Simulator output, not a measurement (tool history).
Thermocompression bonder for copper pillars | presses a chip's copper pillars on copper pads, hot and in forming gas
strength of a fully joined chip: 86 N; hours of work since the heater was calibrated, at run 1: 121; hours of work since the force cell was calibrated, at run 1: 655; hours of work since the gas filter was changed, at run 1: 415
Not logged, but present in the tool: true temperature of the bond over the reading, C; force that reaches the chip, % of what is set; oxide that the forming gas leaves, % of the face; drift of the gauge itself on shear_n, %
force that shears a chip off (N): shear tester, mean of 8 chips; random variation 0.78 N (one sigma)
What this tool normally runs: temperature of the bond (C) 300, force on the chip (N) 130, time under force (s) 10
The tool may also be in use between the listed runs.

| run | hour | temperature of the bond (C) | force on the chip (N) | time under force (s) | hours of work since the heater was calibrated | hours of work since the force cell was calibrated | hours of work since the gas filter was changed | force that shears a chip off (N) |
|---|---|---|---|---|---|---|---|---|
| 1 | 0 | 300 | 130 | 10 | 121 | 655 | 415 | 60 |
| 2 | 64.1 | 300 | 130 | 20 | 153 | 687 | 446 | 68.5 |
| 3 | 110.8 | 300 | 130 | 20 | 176 | 710 | 470 | 70.1 |
|  | 132.8 | forming gas filter changed |
| 4 | 180.4 | 300 | 130 | 10 | 211 | 745 | 24 | 60.1 |
|  | 235.6 | force cell calibrated |
| 5 | 247.6 | 300 | 130 | 10 | 243 | 6 | 56 | 60.3 |
| 6 | 336.9 | 300 | 130 | 10 | 288 | 50 | 101 | 59.8 |
| 7 | 378.7 | 300 | 130 | 10 | 309 | 71 | 122 | 59.4 |
| 8 | 443.9 | 300 | 130 | 10 | 341 | 104 | 154 | 60.6 |
| 9 | 514.1 | 300 | 130 | 10 | 376 | 139 | 189 | 59.2 |
| 10 | 594.9 | 300 | 130 | 10 | 416 | 179 | 229 | 60.1 |
| 11 | 666.6 | 300 | 164 | 10 | 452 | 215 | 265 | 68 |
| 12 | 750.7 | 326 | 130 | 10 | 494 | 256 | 307 | 72.9 |
| 13 | 787.7 | 300 | 130 | 10 | 512 | 275 | 325 | 59.2 |
| 14 | 847.7 | 300 | 130 | 10 | 542 | 305 | 355 | 60 |
| 15 | 909.9 | 300 | 130 | 10 | 573 | 336 | 386 | 59.7 |
| 16 | 995.9 | 300 | 130 | 10 | 616 | 378 | 429 | 57.6 |
| 17 | 1078.5 | 300 | 130 | 11 | 657 | 419 | 470 | 60.7 |
|  | 1105.8 | forming gas filter changed |
| 18 | 1163.1 | 300 | 130 | 10 | 699 | 461 | 28 | 59 |
| 19 | 1199.4 | 300 | 130 | 10 | 717 | 479 | 47 | 59.7 |
| 20 | 1273.6 | 300 | 130 | 5 | 754 | 516 | 83 | 48.2 |
| 21 | 1359.1 | 310 | 151 | 10 | 796 | 559 | 126 | 68.1 |
| 22 | 1416.3 | 321 | 151 | 12 | 825 | 587 | 154 | 76.4 |
| 23 | 1454.6 | 321 | 143 | 20 | 844 | 606 | 174 | 81.2 |
| 24 | 1539.9 | 270 | 130 | 15 | 886 | 649 | 216 | 47.1 |
| 25 | 1597.9 | 298 | 130 | 15 | 915 | 678 | 245 | 64.7 |
| 26 | 1653.8 | 298 | 130 | 15 | 943 | 706 | 273 | 64.2 |
| 27 | 1736.2 | 298 | 130 | 15 | 984 | 747 | 314 | 64.2 |
|  | 1787.4 | force cell calibrated |
| 28 | 1787.4 | 284 | 165 | 14 | 1009 | 0 | 338 | 60.8 |
| 29 | 1823.6 | 300 | 87 | 10 | 1027 | 18 | 356 | 48.1 |
| 30 | 1867.4 | 327 | 116 | 6 | 1048 | 40 | 378 | 64.3 |
| 31 | 1913.2 | 327 | 107 | 6 | 1071 | 63 | 401 | 62.3 |
| 32 | 1996.3 | 300 | 130 | 12 | 1113 | 104 | 442 | 61.7 |
| 33 | 2066.1 | 271 | 130 | 15 | 1147 | 139 | 477 | 46.9 |
|  | 2077.7 | forming gas filter changed |
| 34 | 2141.3 | 327 | 130 | 15 | 1185 | 176 | 32 | 77.4 |
| 35 | 2193.2 | 327 | 130 | 15 | 1210 | 202 | 57 | 79.2 |
| 36 | 2247.9 | 325 | 168 | 9 | 1238 | 229 | 85 | 77.1 |
| 37 | 2323.4 | 300 | 130 | 12 | 1275 | 266 | 122 | 61.6 |
|  | 2344.5 | heater calibrated with a thermocouple chip |
| 38 | 2373.1 | 300 | 130 | 7 | 14 | 290 | 146 | 54.5 |
| 39 | 2456.4 | 314 | 99 | 9 | 56 | 332 | 187 | 58.7 |

Here are 4 independent what-if runs from the current tool condition. What would each one return?
| A | 2499.3 | 289 | 130 | 22 | 77 | 353 | 209 | ? |
| B | 2499.3 | 289 | 125 | 24 | 77 | 353 | 209 | ? |
| C | 2499.3 | 300 | 130 | 10 | 77 | 353 | 209 | ? |
| D | 2499.3 | 314 | 140 | 9 | 77 | 353 | 209 | ? |

| run | force that shears a chip off (N) |
|---|---|
| A | 63.5 |
| B | 65.7 |
| C | 59.5 |
| D | 68.3 |
Without the tool's hidden state the same runs would have given:
| run | force that shears a chip off (N) |
|---|---|
| A | 63.6 |
| B | 65.8 |
| C | 59.7 |
| D | 68.4 |

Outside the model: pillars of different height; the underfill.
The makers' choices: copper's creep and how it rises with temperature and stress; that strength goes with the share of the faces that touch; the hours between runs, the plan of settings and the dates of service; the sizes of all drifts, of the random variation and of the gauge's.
